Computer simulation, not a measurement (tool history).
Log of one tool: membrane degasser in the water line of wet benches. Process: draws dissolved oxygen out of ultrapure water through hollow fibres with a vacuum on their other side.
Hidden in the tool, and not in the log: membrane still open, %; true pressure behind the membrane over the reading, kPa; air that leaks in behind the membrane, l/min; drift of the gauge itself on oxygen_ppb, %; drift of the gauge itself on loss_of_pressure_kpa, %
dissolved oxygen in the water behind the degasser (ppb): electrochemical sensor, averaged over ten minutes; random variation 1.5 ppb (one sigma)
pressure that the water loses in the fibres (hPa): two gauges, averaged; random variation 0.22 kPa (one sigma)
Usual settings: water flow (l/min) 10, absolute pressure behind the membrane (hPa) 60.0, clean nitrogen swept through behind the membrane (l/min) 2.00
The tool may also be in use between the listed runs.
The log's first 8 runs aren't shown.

run,day,water flow (l/min),absolute pressure behind the membrane (hPa),clean nitrogen swept through behind the membrane (l/min),hours since the membrane was changed,hours since the vacuum gauge was calibrated,hours since the vacuum lines were made tight,dissolved oxygen in the water behind the degasser (ppb),pressure that the water loses in the fibres (hPa)
9,84.046,10,38.3,5.22,12949,5721,4670,169.1,596.5
10,92.979,10,38.3,5.22,13164,5935,4884,174.4,597.6
11,104.467,12,60.0,2.00,13439,6211,5160,320.8,720.2
12,118.188,12,60.0,3.30,13769,6540,5489,308.1,727.0
13,133.621,12,60.0,3.30,14139,6910,5860,306.4,730.4
14,147.504,12,60.0,3.30,14472,7244,6193,308.2,730.0
15,162.908,10,60.0,3.28,14842,7613,6563,202.0,607.7
16,173.988,10,60.0,3.28,15108,7879,6829,202.7,607.5
# day 175.779: vacuum gauge calibrated
17,181.129,8,45.3,1.67,15279,128,6999,115.4,488.5
18,195.733,11,61.5,1.67,15629,479,7350,291.3,676.5
19,202.312,11,84.4,4.20,15787,637,7508,272.8,673.6
20,208.625,10,92.7,3.53,15939,788,7659,230.6,615.2
21,215.408,10,68.4,3.53,16102,951,7822,211.4,610.3
22,222.096,10,68.4,3.53,16262,1112,7983,212.3,615.3
# day 225.338: seals of the vacuum lines changed
# day 226.658: vacuum gauge calibrated, once more
23,229.058,10,68.4,3.53,16427,58,89,214.6,615.7
24,238.358,10,68.4,3.53,16650,281,312,210.7,612.5
# day 239.704: membrane cartridge changed
25,251.079,10,60.0,1.41,273,582,613,164.2,544.7
26,263.621,13,122.7,1.17,574,883,914,464.1,712.9
27,274.304,10,60.0,1.83,830,1139,1171,153.7,547.6
28,287.167,13,101.4,2.00,1139,1448,1479,345.6,712.4
29,299.292,12,93.1,1.16,1430,1739,1770,348.4,658.8
30,313.862,10,80.1,2.00,1780,2089,2120,178.9,550.2
31,325.933,10,80.1,2.00,2069,2379,2410,178.1,553.1
32,336.317,14,45.5,2.00,2319,2628,2659,335.6,773.2

3 ways to go on from here, each from the tool as it stands after run 32. What would each give?
A,347.421,10,88.5,1.32,2585,2894,2926,?,?
B,347.421,8,60.3,2.00,2585,2894,2926,?,?
C,347.421,8,45.0,0.93,2585,2894,2926,?,?

run,dissolved oxygen in the water behind the degasser (ppb),pressure that the water loses in the fibres (hPa)
A,227.3,553.8
B,89.3,445.2
C,88.1,444.5
Without the tool's hidden state the same runs would have given:
run,dissolved oxygen in the water behind the degasser (ppb),pressure that the water loses in the fibres (hPa)
A,213.7,544.3
B,81.9,437.6
C,79.0,436.9
